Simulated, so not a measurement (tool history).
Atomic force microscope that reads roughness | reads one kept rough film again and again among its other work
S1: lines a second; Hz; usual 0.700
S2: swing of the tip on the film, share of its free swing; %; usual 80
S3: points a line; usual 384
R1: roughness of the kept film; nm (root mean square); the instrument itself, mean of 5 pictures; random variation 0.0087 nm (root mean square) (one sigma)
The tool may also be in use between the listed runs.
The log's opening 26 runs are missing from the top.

run,hour,S1,S2,S3,R1
27,675.4,1.816,59,681,1.836
# hour 698.0: new tip fitted
28,698.0,1.816,59,681,1.972
29,713.1,0.915,61,384,1.986
30,730.2,3.824,71,295,1.664
31,754.9,3.531,64,384,1.791
# hour 761.4: height scale calibrated on a step standard, once more
32,774.6,2.589,74,550,1.694
33,793.8,2.589,74,550,1.705
34,819.8,0.515,80,384,1.889

Run 35 is up next; what results do you expect?
35,843.6,0.515,80,384,?

R1: 1.882 nm (root mean square)
Minus the tool's unlogged condition, the same run would have read R1 1.959 nm (root mean square).
